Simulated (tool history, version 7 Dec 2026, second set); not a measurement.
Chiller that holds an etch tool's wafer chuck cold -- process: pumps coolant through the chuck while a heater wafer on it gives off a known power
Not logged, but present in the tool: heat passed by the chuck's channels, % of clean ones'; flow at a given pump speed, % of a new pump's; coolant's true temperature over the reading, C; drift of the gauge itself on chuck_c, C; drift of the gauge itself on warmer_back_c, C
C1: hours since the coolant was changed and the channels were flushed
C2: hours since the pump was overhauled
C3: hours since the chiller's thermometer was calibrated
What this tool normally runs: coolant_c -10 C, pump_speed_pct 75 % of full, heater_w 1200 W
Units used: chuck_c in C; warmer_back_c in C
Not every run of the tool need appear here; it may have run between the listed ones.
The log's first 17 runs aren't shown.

{"run": 18, "hour": 2202.7, "coolant_c": -6, "pump_speed_pct": 75, "heater_w": 1461, "C1": 1300, "C2": 4531, "C3": 1737, "chuck_c": 10.3, "warmer_back_c": 5.12}
{"run": 19, "hour": 2369.3, "coolant_c": -16, "pump_speed_pct": 72, "heater_w": 676, "C1": 1467, "C2": 4698, "C3": 1904, "chuck_c": -8.1, "warmer_back_c": 2.52}
{"run": 20, "hour": 2537.6, "coolant_c": -10, "pump_speed_pct": 96, "heater_w": 704, "C1": 1635, "C2": 4866, "C3": 2072, "chuck_c": -3.6, "warmer_back_c": 1.99}
{"run": 21, "hour": 2630.9, "coolant_c": -13, "pump_speed_pct": 67, "heater_w": 731, "C1": 1728, "C2": 4959, "C3": 2165, "chuck_c": -4.0, "warmer_back_c": 2.92}
{"run": 22, "hour": 2707.4, "coolant_c": -13, "pump_speed_pct": 61, "heater_w": 1019, "C1": 1805, "C2": 5036, "C3": 2242, "chuck_c": 0.7, "warmer_back_c": 4.44}
{"run": 23, "hour": 2797.9, "coolant_c": -13, "pump_speed_pct": 61, "heater_w": 1019, "C1": 1895, "C2": 5126, "C3": 2332, "chuck_c": 0.6, "warmer_back_c": 4.43}
{"run": 24, "hour": 2964.9, "coolant_c": -13, "pump_speed_pct": 61, "heater_w": 1019, "C1": 2062, "C2": 5293, "C3": 2499, "chuck_c": 0.9, "warmer_back_c": 4.46}
{"run": 25, "hour": 3141.8, "coolant_c": -7, "pump_speed_pct": 79, "heater_w": 1713, "C1": 2239, "C2": 5470, "C3": 2676, "chuck_c": 11.5, "warmer_back_c": 5.7}
{"hour": 3242.7, "done": "coolant pump overhauled"}
{"run": 26, "hour": 3260.2, "coolant_c": -10, "pump_speed_pct": 95, "heater_w": 1200, "C1": 2353, "C2": 17, "C3": 2790, "chuck_c": 1.1, "warmer_back_c": 3.3}
{"run": 27, "hour": 3362.8, "coolant_c": -10, "pump_speed_pct": 95, "heater_w": 1200, "C1": 2455, "C2": 120, "C3": 2892, "chuck_c": 1.1, "warmer_back_c": 3.31}
{"run": 28, "hour": 3486.5, "coolant_c": -6, "pump_speed_pct": 69, "heater_w": 1061, "C1": 2579, "C2": 244, "C3": 3016, "chuck_c": 6.7, "warmer_back_c": 4.14}
{"run": 29, "hour": 3622.1, "coolant_c": -9, "pump_speed_pct": 69, "heater_w": 1492, "C1": 2715, "C2": 379, "C3": 3152, "chuck_c": 9.0, "warmer_back_c": 5.75}
{"run": 30, "hour": 3787.5, "coolant_c": -9, "pump_speed_pct": 68, "heater_w": 823, "C1": 2880, "C2": 545, "C3": 3317, "chuck_c": 1.0, "warmer_back_c": 3.19}
{"hour": 3827.1, "done": "coolant changed, channels flushed"}
{"run": 31, "hour": 3940.1, "coolant_c": -5, "pump_speed_pct": 75, "heater_w": 1024, "C1": 113, "C2": 691, "C3": 3464, "chuck_c": 6.3, "warmer_back_c": 3.65}
{"run": 32, "hour": 4087.0, "coolant_c": -18, "pump_speed_pct": 60, "heater_w": 1024, "C1": 260, "C2": 838, "C3": 3610, "chuck_c": -4.3, "warmer_back_c": 4.54}

Consider 4 possible next runs. They are alternatives, not a sequence: every one starts from the tool as it was left by run 32. What does each give?
{"run": "A", "hour": 4255.6, "coolant_c": -10, "pump_speed_pct": 75, "heater_w": 1430, "C1": 429, "C2": 1007, "C3": 3779, "chuck_c": "?", "warmer_back_c": "?"}
{"run": "B", "hour": 4255.6, "coolant_c": -10, "pump_speed_pct": 75, "heater_w": 910, "C1": 429, "C2": 1007, "C3": 3779, "chuck_c": "?", "warmer_back_c": "?"}
{"run": "C", "hour": 4255.6, "coolant_c": -15, "pump_speed_pct": 66, "heater_w": 1024, "C1": 429, "C2": 1007, "C3": 3779, "chuck_c": "?", "warmer_back_c": "?"}
{"run": "D", "hour": 4255.6, "coolant_c": -10, "pump_speed_pct": 69, "heater_w": 1200, "C1": 429, "C2": 1007, "C3": 3779, "chuck_c": "?", "warmer_back_c": "?"}

run=A chuck_c=5.8 warmer_back_c=5.02
run=B chuck_c=0.1 warmer_back_c=3.16
run=C chuck_c=-2.2 warmer_back_c=4.19
run=D chuck_c=4.5 warmer_back_c=4.56
Without the tool's unlogged condition, the same runs would have read:
run=A chuck_c=5.8 warmer_back_c=5.02
run=B chuck_c=0.1 warmer_back_c=3.16
run=C chuck_c=-2.2 warmer_back_c=4.19
run=D chuck_c=4.5 warmer_back_c=4.56

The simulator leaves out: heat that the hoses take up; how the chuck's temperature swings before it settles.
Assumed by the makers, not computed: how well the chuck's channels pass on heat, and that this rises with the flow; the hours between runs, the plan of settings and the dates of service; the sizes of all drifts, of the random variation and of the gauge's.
